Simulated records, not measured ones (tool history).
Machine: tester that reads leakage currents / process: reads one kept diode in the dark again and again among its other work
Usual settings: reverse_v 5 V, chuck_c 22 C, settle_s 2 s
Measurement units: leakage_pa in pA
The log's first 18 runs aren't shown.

run     day  reverse_v  chuck_c  settle_s  hours of work since the probe card was cleaned  hours of work since the tester was calibrated  hours of work since the chuck was calibrated  leakage_pa
 19  16.496          5       54      0.43                                             420                                            683                                           561      667.22
 20  17.558       1.65       57      2.29                                             433                                            696                                           573      527.38
 21  18.212        8.1       22         2                                             440                                            703                                           581        61.6
 22  19.033      19.92       27      0.34                                             449                                            712                                           590      146.71
 23  20.267       7.51       37      1.25                                             464                                            727                                           604      211.14
 24  21.496       7.51       37      1.25                                             478                                            741                                           618      210.53
 25  22.321       1.59       37      4.81                                             487                                            750                                           628      111.53
 26  23.558       5.22       37      3.49                                             501                                            764                                           642      180.63
 27  24.854       5.22       37      3.49                                             516                                            779                                           657       180.2
 28  25.438       5.22       37      3.49                                             523                                            786                                           663      179.76
 29  26.121          5       24      0.56                                             530                                            793                                           671       60.21
 30  27.383       1.17       23      1.35                                             545                                            808                                           685       29.57
 31  28.392      19.53       22      2.19                                             556                                            819                                           697        89.4
 32    29.3      19.53       21      2.19                                             567                                            830                                           707       82.82

Below are 4 alternative next runs, each starting from the tool's condition after run 32. Predict each:
  A  30.262       1.95       57      5.83                                             578                                            841                                           718           ?
  B  30.262       1.06       41      0.99                                             578                                            841                                           718           ?
  C  30.262        1.2       50      0.61                                             578                                            841                                           718           ?
  D  30.262       9.08       22         2                                             578                                            841                                           718           ?

run  leakage_pa
  A         561
  B      129.06
  C      272.22
  D       64.18
Without the tool's hidden state the same runs would have given:
run  leakage_pa
  A       594.9
  B      137.61
  C      289.39
  D       66.84
